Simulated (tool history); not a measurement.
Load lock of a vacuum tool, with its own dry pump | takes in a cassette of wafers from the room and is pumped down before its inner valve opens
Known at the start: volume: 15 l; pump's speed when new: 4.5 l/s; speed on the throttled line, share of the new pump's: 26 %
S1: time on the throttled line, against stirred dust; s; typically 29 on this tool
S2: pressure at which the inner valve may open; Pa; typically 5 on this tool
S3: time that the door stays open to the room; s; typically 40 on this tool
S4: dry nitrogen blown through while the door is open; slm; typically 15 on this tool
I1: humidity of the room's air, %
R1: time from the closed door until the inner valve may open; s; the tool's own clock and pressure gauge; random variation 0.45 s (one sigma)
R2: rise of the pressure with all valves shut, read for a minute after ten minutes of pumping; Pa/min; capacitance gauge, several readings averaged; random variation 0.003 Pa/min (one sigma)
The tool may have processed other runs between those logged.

{"run": 1, "hour": 0.0, "S1": 29, "S2": 5, "S3": 40, "S4": 15, "I1": 43.7, "R1": 54.9, "R2": 0.05}
{"run": 2, "hour": 232.9, "S1": 29, "S2": 5, "S3": 40, "S4": 15, "I1": 43.6, "R1": 55.6, "R2": 0.053}
{"run": 3, "hour": 523.7, "S1": 29, "S2": 5, "S3": 40, "S4": 15, "I1": 40.4, "R1": 54.5, "R2": 0.046}
{"run": 4, "hour": 718.6, "S1": 29, "S2": 5, "S3": 40, "S4": 15, "I1": 45.6, "R1": 55.6, "R2": 0.049}
{"run": 5, "hour": 970.0, "S1": 29, "S2": 5, "S3": 40, "S4": 15, "I1": 45.7, "R1": 54.3, "R2": 0.053}
{"run": 6, "hour": 1129.1, "S1": 29, "S2": 5, "S3": 40, "S4": 15, "I1": 46.7, "R1": 54.6, "R2": 0.059}
{"run": 7, "hour": 1419.8, "S1": 29, "S2": 5, "S3": 40, "S4": 15, "I1": 44.1, "R1": 55.0, "R2": 0.049}
{"run": 8, "hour": 1617.3, "S1": 29, "S2": 5, "S3": 40, "S4": 15, "I1": 41.9, "R1": 56.2, "R2": 0.038}

Run 9, settings as shown, results not yet in. Your forecast:
{"run": 9, "hour": 1948.1, "S1": 38, "S2": 6, "S3": 40, "S4": 7, "I1": 44.8, "R1": "?", "R2": "?"}

R1: 61.1 s
R2: 0.060 Pa/min
Take away the tool's hidden state, keep the run-to-run variation as it was, and the same run would have given R1 61.1 s, R2 0.060 Pa/min.
